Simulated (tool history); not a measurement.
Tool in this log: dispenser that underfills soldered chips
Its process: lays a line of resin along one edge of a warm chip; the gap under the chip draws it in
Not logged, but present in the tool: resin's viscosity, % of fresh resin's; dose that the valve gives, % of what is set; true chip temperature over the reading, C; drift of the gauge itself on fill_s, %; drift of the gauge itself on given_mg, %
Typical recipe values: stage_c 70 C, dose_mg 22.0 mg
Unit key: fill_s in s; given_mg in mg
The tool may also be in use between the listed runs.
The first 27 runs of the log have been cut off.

run   hour  stage_c  dose_mg  hours of work since the syringe was changed  hours of work since the valve was cleaned  hours of work since the stage was calibrated  fill_s  given_mg
 28  230.4       61     18.8                                            7                                         86                                           213   933.5     17.47
     233.1  -- dispensing valve cleaned and set on the balance
     237.3  -- new syringe of resin
 29  240.0       72     20.3                                            2                                          5                                           219   335.2     20.23
 30  251.6       56     23.7                                           10                                         13                                           227  1475.8     23.35
     253.7  -- new syringe of resin
 31  262.4       57     26.6                                            6                                         20                                           235   964.4     26.21
     269.5  -- new syringe of resin
 32  272.8       70     22.0                                            2                                         28                                           242   378.6     21.39
 33  283.5       59     20.8                                           10                                         35                                           250  1259.8     20.21
     286.0  -- new syringe of resin
 34  295.6       65     22.0                                            7                                         44                                           258   685.4     21.08
     302.1  -- new syringe of resin
 35  302.4       59     19.2                                            0                                         48                                           263   567.5     18.48

Branching from run 35: 4 alternative next runs. What would each branch give?
  A  309.2       73     28.3                                            5                                         53                                           267       ?         ?
  B  309.2       77     21.0                                            5                                         53                                           267       ?         ?
  C  309.2       61     22.8                                            5                                         53                                           267       ?         ?
  D  309.2       78     27.3                                            5                                         53                                           267       ?         ?

run  fill_s  given_mg
  A   391.8     27.04
  B   335.5     20.15
  C   730.3     21.79
  D   307.1     26.00
With no hidden state in the tool, these same runs would have given:
run  fill_s  given_mg
  A   269.8     28.26
  B   229.6     21.06
  C   502.6     22.78
  D   211.2     27.18

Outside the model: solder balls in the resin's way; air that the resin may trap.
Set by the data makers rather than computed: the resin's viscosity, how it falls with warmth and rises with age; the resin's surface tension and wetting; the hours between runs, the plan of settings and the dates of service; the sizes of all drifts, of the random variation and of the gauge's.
